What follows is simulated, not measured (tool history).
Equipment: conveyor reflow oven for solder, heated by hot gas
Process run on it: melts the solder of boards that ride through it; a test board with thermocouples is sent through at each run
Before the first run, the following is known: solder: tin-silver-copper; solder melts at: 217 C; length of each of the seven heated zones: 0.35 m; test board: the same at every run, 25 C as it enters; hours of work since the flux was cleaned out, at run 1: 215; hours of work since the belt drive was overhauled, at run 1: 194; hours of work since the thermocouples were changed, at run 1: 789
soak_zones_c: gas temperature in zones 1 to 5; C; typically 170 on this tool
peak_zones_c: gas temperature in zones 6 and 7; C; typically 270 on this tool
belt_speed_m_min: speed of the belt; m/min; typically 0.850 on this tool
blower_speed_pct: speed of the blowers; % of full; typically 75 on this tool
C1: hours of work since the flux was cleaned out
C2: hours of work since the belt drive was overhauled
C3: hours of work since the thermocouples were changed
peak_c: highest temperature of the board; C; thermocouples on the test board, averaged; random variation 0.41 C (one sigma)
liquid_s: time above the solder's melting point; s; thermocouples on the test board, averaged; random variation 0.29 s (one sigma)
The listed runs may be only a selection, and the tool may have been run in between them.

run 1 day=0.000 | soak_zones_c=170 peak_zones_c=270 belt_speed_m_min=0.850 blower_speed_pct=75 | C1=215 C2=194 C3=789 | peak_c=252.9 liquid_s=35.5
run 2 day=0.417 | soak_zones_c=170 peak_zones_c=270 belt_speed_m_min=0.850 blower_speed_pct=75 | C1=222 C2=202 C3=796 | peak_c=252.3 liquid_s=35.9
run 3 day=0.617 | soak_zones_c=170 peak_zones_c=270 belt_speed_m_min=0.850 blower_speed_pct=75 | C1=226 C2=205 C3=800 | peak_c=252.7 liquid_s=36.0
run 4 day=0.896 | soak_zones_c=170 peak_zones_c=270 belt_speed_m_min=0.850 blower_speed_pct=75 | C1=231 C2=210 C3=805 | peak_c=252.1 liquid_s=35.8
run 5 day=1.083 | soak_zones_c=170 peak_zones_c=270 belt_speed_m_min=0.850 blower_speed_pct=68 | C1=234 C2=213 C3=808 | peak_c=249.9 liquid_s=34.5
run 6 day=1.392 | soak_zones_c=170 peak_zones_c=270 belt_speed_m_min=0.850 blower_speed_pct=68 | C1=239 C2=219 C3=814 | peak_c=249.6 liquid_s=34.6
run 7 day=1.596 | soak_zones_c=170 peak_zones_c=270 belt_speed_m_min=0.850 blower_speed_pct=68 | C1=243 C2=223 C3=817 | peak_c=249.7 liquid_s=34.1
run 8 day=1.804 | soak_zones_c=170 peak_zones_c=270 belt_speed_m_min=0.850 blower_speed_pct=68 | C1=247 C2=226 C3=821 | peak_c=250.7 liquid_s=34.1
run 9 day=2.200 | soak_zones_c=170 peak_zones_c=270 belt_speed_m_min=0.850 blower_speed_pct=75 | C1=254 C2=233 C3=828 | peak_c=252.1 liquid_s=36.1
run 10 day=2.538 | soak_zones_c=158 peak_zones_c=270 belt_speed_m_min=0.850 blower_speed_pct=51 | C1=260 C2=239 C3=834 | peak_c=238.9 liquid_s=23.9
run 11 day=2.825 | soak_zones_c=158 peak_zones_c=270 belt_speed_m_min=0.850 blower_speed_pct=51 | C1=265 C2=244 C3=839 | peak_c=238.8 liquid_s=23.3
run 12 day=3.204 | soak_zones_c=170 peak_zones_c=273 belt_speed_m_min=1.002 blower_speed_pct=75 | C1=272 C2=251 C3=846 | peak_c=247.9 liquid_s=27.6
run 13 day=3.550 | soak_zones_c=170 peak_zones_c=273 belt_speed_m_min=1.002 blower_speed_pct=75 | C1=278 C2=257 C3=852 | peak_c=247.9 liquid_s=28.1
run 14 day=3.800 | soak_zones_c=170 peak_zones_c=273 belt_speed_m_min=1.002 blower_speed_pct=75 | C1=282 C2=262 C3=857 | peak_c=248.3 liquid_s=27.8
run 15 day=4.125 | soak_zones_c=168 peak_zones_c=266 belt_speed_m_min=0.900 blower_speed_pct=82 | C1=288 C2=268 C3=862 | peak_c=248.1 liquid_s=31.7
run 16 day=4.550 | soak_zones_c=184 peak_zones_c=270 belt_speed_m_min=0.850 blower_speed_pct=75 | C1=295 C2=275 C3=870 | peak_c=255.1 liquid_s=40.0
run 17 day=4.825 | soak_zones_c=170 peak_zones_c=270 belt_speed_m_min=0.826 blower_speed_pct=75 | C1=300 C2=280 C3=875 | peak_c=252.8 liquid_s=37.9
run 18 day=5.079 | soak_zones_c=176 peak_zones_c=271 belt_speed_m_min=0.850 blower_speed_pct=51 | C1=305 C2=285 C3=879 | peak_c=244.7 liquid_s=31.2

Here are 3 independent what-if runs from the current tool condition. What would each one return?
run A day=5.462 | soak_zones_c=169 peak_zones_c=276 belt_speed_m_min=0.995 blower_speed_pct=75 | C1=312 C2=291 C3=886 | peak_c=? liquid_s=?
run B day=5.462 | soak_zones_c=170 peak_zones_c=260 belt_speed_m_min=0.850 blower_speed_pct=74 | C1=312 C2=291 C3=886 | peak_c=? liquid_s=?
run C day=5.462 | soak_zones_c=169 peak_zones_c=271 belt_speed_m_min=0.822 blower_speed_pct=63 | C1=312 C2=291 C3=886 | peak_c=? liquid_s=?

run=A peak_c=250.4 liquid_s=28.6
run=B peak_c=243.1 liquid_s=30.7
run=C peak_c=249.5 liquid_s=35.3
With no hidden state in the tool, these same runs would have given:
run=A peak_c=252.1 liquid_s=29.5
run=B peak_c=243.9 liquid_s=31.5
run=C peak_c=250.3 liquid_s=35.8

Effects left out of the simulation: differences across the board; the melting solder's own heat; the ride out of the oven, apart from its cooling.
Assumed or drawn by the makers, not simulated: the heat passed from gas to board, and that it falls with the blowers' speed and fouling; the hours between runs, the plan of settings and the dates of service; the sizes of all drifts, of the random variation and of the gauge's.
